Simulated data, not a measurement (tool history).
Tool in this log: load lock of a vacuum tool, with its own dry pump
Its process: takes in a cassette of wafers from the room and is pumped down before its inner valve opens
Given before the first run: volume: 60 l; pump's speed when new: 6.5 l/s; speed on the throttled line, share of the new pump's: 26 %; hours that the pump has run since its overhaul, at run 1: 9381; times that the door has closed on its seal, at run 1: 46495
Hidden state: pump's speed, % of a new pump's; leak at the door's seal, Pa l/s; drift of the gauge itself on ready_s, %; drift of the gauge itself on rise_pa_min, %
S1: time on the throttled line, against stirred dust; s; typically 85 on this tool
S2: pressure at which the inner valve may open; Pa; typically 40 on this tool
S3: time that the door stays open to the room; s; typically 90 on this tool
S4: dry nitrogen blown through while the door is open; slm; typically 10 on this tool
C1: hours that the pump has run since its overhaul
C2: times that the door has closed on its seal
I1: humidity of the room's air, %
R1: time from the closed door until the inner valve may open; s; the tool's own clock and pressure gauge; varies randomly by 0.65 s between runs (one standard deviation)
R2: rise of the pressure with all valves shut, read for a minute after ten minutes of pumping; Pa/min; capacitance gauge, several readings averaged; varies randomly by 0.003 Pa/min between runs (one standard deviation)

Run 1, hour 0.0: usual settings; C1 9381; C2 46495; I1 42.9. Result: R1 140.7 s, R2 0.349 Pa/min.
Run 2, hour 389.4: usual settings; C1 9770; C2 47974; I1 44.2. Result: R1 141.5 s, R2 0.361 Pa/min.
Run 3, hour 904.9: usual settings but S2 52 Pa; C1 10286; C2 49932; I1 43.3. Result: R1 138.1 s, R2 0.373 Pa/min.
Run 4, hour 1218.8: usual settings but S2 52 Pa; C1 10600; C2 51124; I1 46.2. Result: R1 138.3 s, R2 0.390 Pa/min.
At hour 1525.9: door's seal changed, seat wiped.
Run 5, hour 1694.1: usual settings but S2 52 Pa; C1 11073; C2 639; I1 44.4. Result: R1 139.3 s, R2 0.028 Pa/min.
At hour 1774.4: dry pump taken out, an overhauled one fitted.
Run 6, hour 2045.2: usual settings but S2 52 Pa; C1 271; C2 1950; I1 43.7. Result: R1 133.7 s, R2 0.035 Pa/min.
Run 7, hour 2517.5: usual settings but S1 96 s, S2 52 Pa, S3 44 s, S4 27 slm; C1 743; C2 3744; I1 44.1. Result: R1 141.5 s, R2 0.026 Pa/min.
Run 8, hour 2946.1: usual settings but S1 96 s, S2 52 Pa, S3 44 s, S4 27 slm; C1 1172; C2 5371; I1 42.7. Result: R1 142.5 s, R2 0.029 Pa/min.

The next listed run, before its measurement:
Run 9, hour 3203.0: usual settings but S1 93 s, S2 62 Pa, S3 71 s, S4 4 slm; C1 1429; C2 6347; I1 40.7. Result: R1 ?, R2 ?.

Logged for run 9: R1 137.7 s, R2 0.046 Pa/min.
If the tool had no hidden condition, the same run with the same run-to-run variation would have returned R1 137.0 s, R2 0.031 Pa/min.
